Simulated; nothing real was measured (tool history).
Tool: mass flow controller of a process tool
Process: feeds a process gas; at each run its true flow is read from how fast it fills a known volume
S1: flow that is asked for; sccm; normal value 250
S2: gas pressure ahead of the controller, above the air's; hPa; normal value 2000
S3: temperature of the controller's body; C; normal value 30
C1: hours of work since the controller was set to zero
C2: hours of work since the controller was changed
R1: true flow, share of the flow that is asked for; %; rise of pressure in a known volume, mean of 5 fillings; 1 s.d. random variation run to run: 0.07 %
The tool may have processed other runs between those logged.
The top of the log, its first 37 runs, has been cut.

run 38 hour=7900.8 | S1=250 S2=2080 S3=28 | C1=1357 C2=3773 | R1=99.33
run 39 hour=8105.3 | S1=137 S2=1440 S3=30 | C1=1488 C2=3904 | R1=99.39
run 40 hour=8292.9 | S1=137 S2=1440 S3=30 | C1=1608 C2=4024 | R1=99.61
run 41 hour=8464.1 | S1=77 S2=1850 S3=33 | C1=1717 C2=4133 | R1=99.42
run 42 hour=8679.7 | S1=92 S2=2780 S3=21 | C1=1854 C2=4271 | R1=98.02
run 43 hour=8876.1 | S1=92 S2=2780 S3=21 | C1=1980 C2=4396 | R1=98.09
run 44 hour=9142.5 | S1=195 S2=2780 S3=38 | C1=2150 C2=4566 | R1=99.50
run 45 hour=9373.9 | S1=195 S2=2780 S3=38 | C1=2298 C2=4714 | R1=99.59
run 46 hour=9673.9 | S1=122 S2=2000 S3=25 | C1=2489 C2=4905 | R1=99.21
run 47 hour=9828.6 | S1=333 S2=2220 S3=24 | C1=2588 C2=5004 | R1=99.86

Consider 5 possible next runs. They are alternatives, not a sequence: every one starts from the tool as it was left by run 47. What does each give?
run A hour=10042.3 | S1=393 S2=2220 S3=24 | C1=2725 C2=5141 | R1=?
run B hour=10042.3 | S1=103 S2=2000 S3=30 | C1=2725 C2=5141 | R1=?
run C hour=10042.3 | S1=333 S2=1940 S3=27 | C1=2725 C2=5141 | R1=?
run D hour=10042.3 | S1=407 S2=1640 S3=24 | C1=2725 C2=5141 | R1=?
run E hour=10042.3 | S1=245 S2=2170 S3=30 | C1=2725 C2=5141 | R1=?

run=A R1=100.14
run=B R1=99.68
run=C R1=100.21
run=D R1=100.61
run=E R1=99.85
Without the tool's hidden state the same runs would have given:
run=A R1=99.03
run=B R1=97.69
run=C R1=99.04
run=D R1=99.51
run=E R1=98.55

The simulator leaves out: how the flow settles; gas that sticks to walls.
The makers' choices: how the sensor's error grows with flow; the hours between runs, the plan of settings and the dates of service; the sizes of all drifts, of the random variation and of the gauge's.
